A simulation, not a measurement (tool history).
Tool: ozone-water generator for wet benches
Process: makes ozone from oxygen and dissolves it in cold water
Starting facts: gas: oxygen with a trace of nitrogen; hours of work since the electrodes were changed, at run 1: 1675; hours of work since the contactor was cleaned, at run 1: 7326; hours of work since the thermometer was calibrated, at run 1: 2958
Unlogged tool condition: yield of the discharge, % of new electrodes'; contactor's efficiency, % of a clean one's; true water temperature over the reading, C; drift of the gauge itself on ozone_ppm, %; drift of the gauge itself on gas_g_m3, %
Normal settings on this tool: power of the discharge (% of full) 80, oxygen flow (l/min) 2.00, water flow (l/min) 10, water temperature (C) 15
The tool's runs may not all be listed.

| run | hour | power of the discharge (% of full) | oxygen flow (l/min) | water flow (l/min) | water temperature (C) | hours of work since the electrodes were changed | hours of work since the contactor was cleaned | hours of work since the thermometer was calibrated | dissolved ozone (ppm) | ozone in the gas ahead of the water (g/m3) |
|---|---|---|---|---|---|---|---|---|---|---|
| 1 | 0.0 | 80 | 2.00 | 10 | 15 | 1675 | 7326 | 2958 | 26.2 | 247.9 |
| 2 | 48.5 | 80 | 2.00 | 10 | 15 | 1712 | 7363 | 2994 | 26.0 | 249.0 |
| 3 | 103.4 | 80 | 2.00 | 10 | 15 | 1753 | 7404 | 3035 | 26.4 | 246.0 |
| 4 | 151.3 | 80 | 2.00 | 7 | 15 | 1789 | 7440 | 3071 | 34.8 | 249.3 |
| 5 | 229.1 | 80 | 2.00 | 7 | 8 | 1847 | 7498 | 3129 | 37.8 | 249.5 |
| 6 | 277.5 | 80 | 2.00 | 10 | 15 | 1883 | 7534 | 3165 | 26.0 | 248.1 |
| 7 | 326.6 | 48 | 2.00 | 10 | 15 | 1920 | 7571 | 3202 | 17.0 | 159.7 |
| 8 | 375.1 | 80 | 2.00 | 10 | 15 | 1956 | 7607 | 3238 | 26.0 | 249.5 |
| 9 | 442.7 | 42 | 2.00 | 10 | 15 | 2007 | 7658 | 3289 | 14.5 | 143.2 |
| 10 | 501.3 | 42 | 2.00 | 10 | 15 | 2051 | 7702 | 3333 | 14.7 | 142.9 |
| 11 | 548.0 | 42 | 2.00 | 10 | 15 | 2085 | 7736 | 3368 | 14.8 | 141.7 |
| 12 | 627.5 | 42 | 2.00 | 10 | 15 | 2145 | 7796 | 3427 | 15.0 | 141.6 |
| 13 | 690.2 | 87 | 3.46 | 9 | 14 | 2192 | 7843 | 3474 | 32.2 | 204.5 |
| 14 | 752.9 | 73 | 2.00 | 7 | 10 | 2239 | 7890 | 3521 | 34.0 | 230.2 |
| 15 | 816.9 | 80 | 2.40 | 10 | 15 | 2287 | 7938 | 3569 | 26.4 | 225.5 |
| 16 | 895.7 | 80 | 2.86 | 11 | 15 | 2346 | 7997 | 3628 | 25.0 | 208.2 |
| 17 | 964.8 | 80 | 2.86 | 11 | 15 | 2397 | 8048 | 3680 | 25.2 | 206.2 |
| 18 | 1007.2 | 71 | 2.00 | 16 | 15 | 2429 | 8080 | 3711 | 15.3 | 222.4 |
| 19 | 1072.7 | 95 | 2.72 | 8 | 11 | 2478 | 8129 | 3760 | 39.3 | 248.0 |
| 20 | 1126.6 | 95 | 2.72 | 8 | 11 | 2519 | 8170 | 3801 | 39.7 | 250.7 |
|  | 1138.7 | contactor cleaned |
| 21 | 1196.6 | 93 | 2.72 | 8 | 8 | 2568 | 43 | 3850 | 40.4 | 242.8 |
| 22 | 1242.4 | 59 | 2.93 | 10 | 15 | 2602 | 78 | 3884 | 20.8 | 159.8 |
| 23 | 1295.8 | 59 | 2.93 | 10 | 15 | 2642 | 118 | 3924 | 21.2 | 156.8 |

Here are 4 independent what-if runs from the current tool condition. What would each one return?
| A | 1371.0 | 49 | 2.93 | 10 | 19 | 2698 | 174 | 3981 | ? | ? |
| B | 1371.0 | 59 | 1.57 | 10 | 15 | 2698 | 174 | 3981 | ? | ? |
| C | 1371.0 | 80 | 3.08 | 10 | 16 | 2698 | 174 | 3981 | ? | ? |
| D | 1371.0 | 59 | 3.22 | 10 | 10 | 2698 | 174 | 3981 | ? | ? |

| run | dissolved ozone (ppm) | ozone in the gas ahead of the water (g/m3) |
|---|---|---|
| A | 16.4 | 135.0 |
| B | 19.3 | 218.0 |
| C | 27.0 | 200.6 |
| D | 22.6 | 149.3 |
What these runs would have given with no unlogged condition in the tool:
| run | dissolved ozone (ppm) | ozone in the gas ahead of the water (g/m3) |
|---|---|---|
| A | 16.4 | 135.0 |
| B | 19.3 | 218.1 |
| C | 27.0 | 200.7 |
| D | 22.7 | 149.4 |

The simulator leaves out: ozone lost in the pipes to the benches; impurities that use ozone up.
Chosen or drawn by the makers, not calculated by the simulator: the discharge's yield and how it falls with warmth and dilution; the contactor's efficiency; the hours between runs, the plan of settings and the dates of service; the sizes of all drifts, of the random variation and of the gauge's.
